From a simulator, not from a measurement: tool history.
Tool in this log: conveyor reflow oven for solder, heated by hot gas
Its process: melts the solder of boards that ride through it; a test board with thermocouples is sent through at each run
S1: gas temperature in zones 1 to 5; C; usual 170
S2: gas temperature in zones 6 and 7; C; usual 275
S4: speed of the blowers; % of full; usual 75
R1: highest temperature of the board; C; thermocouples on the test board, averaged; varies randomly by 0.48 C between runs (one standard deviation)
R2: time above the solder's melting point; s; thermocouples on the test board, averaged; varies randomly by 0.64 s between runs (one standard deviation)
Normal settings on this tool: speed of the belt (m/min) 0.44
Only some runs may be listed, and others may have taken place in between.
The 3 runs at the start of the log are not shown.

run 4 hour=94.7 | S1=170 S2=275 speed_of_the_belt_(m/min)=0.44 S4=75 | R1=258.2 R2=74.8
run 5 hour=126.1 | S1=170 S2=275 speed_of_the_belt_(m/min)=0.44 S4=75 | R1=257.4 R2=74.7
run 6 hour=161.9 | S1=170 S2=275 speed_of_the_belt_(m/min)=0.44 S4=75 | R1=258.1 R2=73.3
run 7 hour=201.4 | S1=170 S2=275 speed_of_the_belt_(m/min)=0.44 S4=75 | R1=258 R2=74.8
-- hour=219.2 belt drive overhauled, speed set with a stopwatch
run 8 hour=223 | S1=170 S2=275 speed_of_the_belt_(m/min)=0.478 S4=75 | R1=254.4 R2=66.4
run 9 hour=264.8 | S1=170 S2=275 speed_of_the_belt_(m/min)=0.44 S4=75 | R1=257.9 R2=73.4
run 10 hour=306.6 | S1=170 S2=275 speed_of_the_belt_(m/min)=0.44 S4=75 | R1=257.4 R2=74.5
run 11 hour=336 | S1=170 S2=275 speed_of_the_belt_(m/min)=0.44 S4=75 | R1=256.7 R2=74.6
-- hour=365.1 belt drive overhauled, speed set with a stopwatch, once more
run 12 hour=380.8 | S1=170 S2=275 speed_of_the_belt_(m/min)=0.44 S4=75 | R1=257.1 R2=73.1
run 13 hour=406.2 | S1=170 S2=275 speed_of_the_belt_(m/min)=0.44 S4=75 | R1=256.8 R2=72.9
run 14 hour=434.4 | S1=176 S2=275 speed_of_the_belt_(m/min)=0.44 S4=75 | R1=256.1 R2=76.1
run 15 hour=471.8 | S1=176 S2=275 speed_of_the_belt_(m/min)=0.44 S4=75 | R1=256.4 R2=74.3

Run 16 comes next. What will it give?
run 16 hour=512.3 | S1=176 S2=275 speed_of_the_belt_(m/min)=0.44 S4=75 | R1=? R2=?

{"run 16": {"R1": 256.6, "R2": 76.4}}
Take away the tool's hidden state, keep the run-to-run variation as it was, and the same run would have given R1 258.8 C, R2 78.4 s.

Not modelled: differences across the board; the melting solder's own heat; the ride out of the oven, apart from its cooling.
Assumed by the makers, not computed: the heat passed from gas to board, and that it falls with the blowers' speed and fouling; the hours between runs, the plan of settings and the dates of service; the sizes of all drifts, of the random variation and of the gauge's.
